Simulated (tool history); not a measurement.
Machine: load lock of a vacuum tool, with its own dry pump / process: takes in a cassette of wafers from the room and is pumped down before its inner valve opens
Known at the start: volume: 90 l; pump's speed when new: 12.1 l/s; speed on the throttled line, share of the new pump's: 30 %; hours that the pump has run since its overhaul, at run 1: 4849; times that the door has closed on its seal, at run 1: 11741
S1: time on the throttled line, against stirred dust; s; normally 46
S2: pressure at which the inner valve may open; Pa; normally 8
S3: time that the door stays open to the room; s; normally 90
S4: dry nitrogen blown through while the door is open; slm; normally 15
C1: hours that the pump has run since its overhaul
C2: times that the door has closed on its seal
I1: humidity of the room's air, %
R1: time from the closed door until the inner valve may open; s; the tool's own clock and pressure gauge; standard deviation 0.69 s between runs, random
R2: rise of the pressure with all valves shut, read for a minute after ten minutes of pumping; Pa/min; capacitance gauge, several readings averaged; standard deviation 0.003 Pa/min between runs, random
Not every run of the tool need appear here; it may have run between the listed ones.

Run 1, hour 0.0: usual settings; C1 4849; C2 11741; I1 45.4. Result: R1 104.2 s, R2 0.043 Pa/min.
Run 2, hour 124.6: usual settings; C1 4974; C2 12229; I1 44.5. Result: R1 101.8 s, R2 0.038 Pa/min.
Run 3, hour 245.4: usual settings; C1 5095; C2 12703; I1 46.0. Result: R1 103.5 s, R2 0.042 Pa/min.
Run 4, hour 375.2: usual settings but S4 6 slm; C1 5224; C2 13212; I1 45.4. Result: R1 103.6 s, R2 0.049 Pa/min.
Run 5, hour 504.6: usual settings; C1 5354; C2 13719; I1 41.1. Result: R1 103.5 s, R2 0.037 Pa/min.
Run 6, hour 702.0: usual settings; C1 5551; C2 14493; I1 47.4. Result: R1 104.7 s, R2 0.050 Pa/min.
Run 7, hour 864.8: usual settings but S2 7 Pa; C1 5714; C2 15131; I1 46.7. Result: R1 104.1 s, R2 0.049 Pa/min.
Run 8, hour 1061.8: usual settings but S3 198 s; C1 5911; C2 15903; I1 43.2. Result: R1 104.4 s, R2 0.059 Pa/min.
Run 9, hour 1224.4: usual settings but S3 198 s; C1 6074; C2 16540; I1 42.9. Result: R1 102.6 s, R2 0.055 Pa/min.
Run 10, hour 1331.4: usual settings but S2 12 Pa; C1 6181; C2 16960; I1 47.2. Result: R1 100.5 s, R2 0.043 Pa/min.
Run 11, hour 1436.9: usual settings; C1 6286; C2 17373; I1 47.9. Result: R1 102.7 s, R2 0.043 Pa/min.
Run 12, hour 1594.3: usual settings; C1 6443; C2 17990; I1 42.8. Result: R1 103.0 s, R2 0.045 Pa/min.
Run 13, hour 1702.6: usual settings; C1 6552; C2 18414; I1 43.3. Result: R1 103.8 s, R2 0.037 Pa/min.
Run 14, hour 1904.6: usual settings; C1 6754; C2 19206; I1 42.8. Result: R1 103.6 s, R2 0.037 Pa/min.
Run 15, hour 2073.9: usual settings but S2 6 Pa; C1 6923; C2 19870; I1 42.6. Result: R1 105.3 s, R2 0.042 Pa/min.
Run 16, hour 2208.9: usual settings but S2 6 Pa; C1 7058; C2 20399; I1 41.6. Result: R1 105.6 s, R2 0.037 Pa/min.
Run 17, hour 2364.1: usual settings but S3 55 s; C1 7213; C2 21007; I1 42.2. Result: R1 102.5 s, R2 0.036 Pa/min.
Run 18, hour 2484.0: usual settings but S3 55 s; C1 7333; C2 21477; I1 46.8. Result: R1 104.4 s, R2 0.036 Pa/min.
Run 19, hour 2693.4: usual settings but S3 55 s, S4 6 slm; C1 7543; C2 22298; I1 41.9. Result: R1 102.9 s, R2 0.040 Pa/min.
Run 20, hour 2838.9: usual settings but S1 28 s, S3 55 s, S4 6 slm; C1 7688; C2 22868; I1 46.3. Result: R1 90.8 s, R2 0.045 Pa/min.
Run 21, hour 2968.8: usual settings but S1 40 s, S2 9 Pa, S3 64 s, S4 8 slm; C1 7818; C2 23377; I1 47.7. Result: R1 96.7 s, R2 0.043 Pa/min.
Run 22, hour 3127.9: usual settings but S2 12 Pa; C1 7977; C2 24001; I1 49.6. Result: R1 99.2 s, R2 0.052 Pa/min.
Run 23, hour 3236.3: usual settings but S2 12 Pa, S3 28 s; C1 8085; C2 24426; I1 47.4. Result: R1 100.7 s, R2 0.028 Pa/min.
Run 24, hour 3419.6: usual settings but S2 12 Pa, S3 28 s; C1 8269; C2 25144; I1 45.1. Result: R1 100.3 s, R2 0.027 Pa/min.
Run 25, hour 3530.5: usual settings but S2 12 Pa, S3 28 s; C1 8380; C2 25579; I1 44.4. Result: R1 99.5 s, R2 0.025 Pa/min.
Run 26, hour 3635.1: usual settings but S1 23 s, S2 12 Pa, S3 47 s; C1 8484; C2 25989; I1 47.1. Result: R1 83.8 s, R2 0.032 Pa/min.
Run 27, hour 3724.4: usual settings but S4 37 slm; C1 8574; C2 26339; I1 45.0. Result: R1 102.6 s, R2 0.024 Pa/min.
Run 28, hour 3864.0: usual settings but S4 37 slm; C1 8713; C2 26886; I1 45.6. Result: R1 103.8 s, R2 0.032 Pa/min.
Run 29, hour 4008.7: usual settings but S4 37 slm; C1 8858; C2 27453; I1 43.9. Result: R1 102.8 s, R2 0.028 Pa/min.
Run 30, hour 4149.9: usual settings but S2 15 Pa, S4 4 slm; C1 8999; C2 28007; I1 43.5. Result: R1 98.6 s, R2 0.051 Pa/min.
Run 31, hour 4249.2: usual settings but S2 7 Pa; C1 9098; C2 28396; I1 44.6. Result: R1 104.9 s, R2 0.044 Pa/min.
Run 32, hour 4444.9: usual settings but S2 7 Pa; C1 9294; C2 29163; I1 46.4. Result: R1 102.8 s, R2 0.044 Pa/min.
Run 33, hour 4537.9: usual settings but S1 56 s, S3 44 s; C1 9387; C2 29527; I1 45.3. Result: R1 109.2 s, R2 0.038 Pa/min.
Run 34, hour 4638.3: usual settings but S2 9 Pa; C1 9487; C2 29921; I1 48.0. Result: R1 102.8 s, R2 0.040 Pa/min.
Run 35, hour 4845.0: usual settings but S2 9 Pa; C1 9694; C2 30731; I1 43.5. Result: R1 102.7 s, R2 0.041 Pa/min.
Run 36, hour 5003.3: usual settings but S3 237 s, S4 4 slm; C1 9852; C2 31351; I1 45.6. Result: R1 103.8 s, R2 0.084 Pa/min.
Run 37, hour 5135.8: usual settings but S3 237 s, S4 4 slm; C1 9985; C2 31871; I1 43.0. Result: R1 104.0 s, R2 0.076 Pa/min.

Alternative continuations, all from the tool just after run 37; predict every row:
Run A, hour 5305.1: usual settings but S1 39 s, S3 42 s, S4 21 slm; C1 10154; C2 32534; I1 44.4. Result: R1 ?, R2 ?.
Run B, hour 5305.1: usual settings but S3 172 s, S4 7 slm; C1 10154; C2 32534; I1 45.8. Result: R1 ?, R2 ?.
Run C, hour 5305.1: usual settings but S2 9 Pa, S3 237 s, S4 13 slm; C1 10154; C2 32534; I1 47.1. Result: R1 ?, R2 ?.

run     R1     R2
  A   99.0  0.028
  B  102.9  0.063
  C  102.4  0.070
With no hidden state in the tool, these same runs would have given:
run     R1     R2
  A   98.9  0.027
  B  102.8  0.062
  C  102.3  0.069
